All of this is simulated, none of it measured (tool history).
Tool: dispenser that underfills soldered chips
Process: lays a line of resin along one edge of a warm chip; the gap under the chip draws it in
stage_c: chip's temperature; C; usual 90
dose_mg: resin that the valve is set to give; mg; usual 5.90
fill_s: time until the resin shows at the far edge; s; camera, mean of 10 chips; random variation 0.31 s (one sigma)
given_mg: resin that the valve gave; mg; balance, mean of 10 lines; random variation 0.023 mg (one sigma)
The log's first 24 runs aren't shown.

-- hour=176.3 new syringe of resin
run 25 hour=177.0 | stage_c=79 dose_mg=5.62 | fill_s=13.5 given_mg=5.52
run 26 hour=185.2 | stage_c=90 dose_mg=7.10 | fill_s=11.5 given_mg=6.95
-- hour=186.2 new syringe of resin
run 27 hour=192.9 | stage_c=84 dose_mg=6.17 | fill_s=14.3 given_mg=6.00
-- hour=195.8 new syringe of resin
run 28 hour=201.4 | stage_c=76 dose_mg=7.25 | fill_s=17.9 given_mg=7.03
-- hour=205.5 new syringe of resin
run 29 hour=206.6 | stage_c=102 dose_mg=5.16 | fill_s=6.2 given_mg=4.95
run 30 hour=211.2 | stage_c=102 dose_mg=5.16 | fill_s=7.7 given_mg=5.00
-- hour=215.3 new syringe of resin
run 31 hour=218.9 | stage_c=102 dose_mg=5.16 | fill_s=6.5 given_mg=4.96
-- hour=225.1 new syringe of resin
run 32 hour=228.7 | stage_c=76 dose_mg=7.49 | fill_s=17.4 given_mg=7.15
-- hour=231.5 dispensing valve cleaned and set on the balance
-- hour=235.8 new syringe of resin
run 33 hour=238.1 | stage_c=76 dose_mg=7.49 | fill_s=15.7 given_mg=7.44
-- hour=245.4 new syringe of resin
run 34 hour=246.2 | stage_c=88 dose_mg=6.71 | fill_s=9.3 given_mg=6.63

3 ways to go on from here, each from the tool as it stands after run 34. What would each give?
run A hour=251.4 | stage_c=102 dose_mg=7.19 | fill_s=? given_mg=?
run B hour=251.4 | stage_c=83 dose_mg=6.59 | fill_s=? given_mg=?
run C hour=251.4 | stage_c=100 dose_mg=6.11 | fill_s=? given_mg=?

run=A fill_s=6.7 given_mg=7.10
run=B fill_s=14.1 given_mg=6.54
run=C fill_s=8.1 given_mg=6.07
Without the tool's hidden state the same runs would have given:
run=A fill_s=5.5 given_mg=7.19
run=B fill_s=11.6 given_mg=6.62
run=C fill_s=6.8 given_mg=6.14

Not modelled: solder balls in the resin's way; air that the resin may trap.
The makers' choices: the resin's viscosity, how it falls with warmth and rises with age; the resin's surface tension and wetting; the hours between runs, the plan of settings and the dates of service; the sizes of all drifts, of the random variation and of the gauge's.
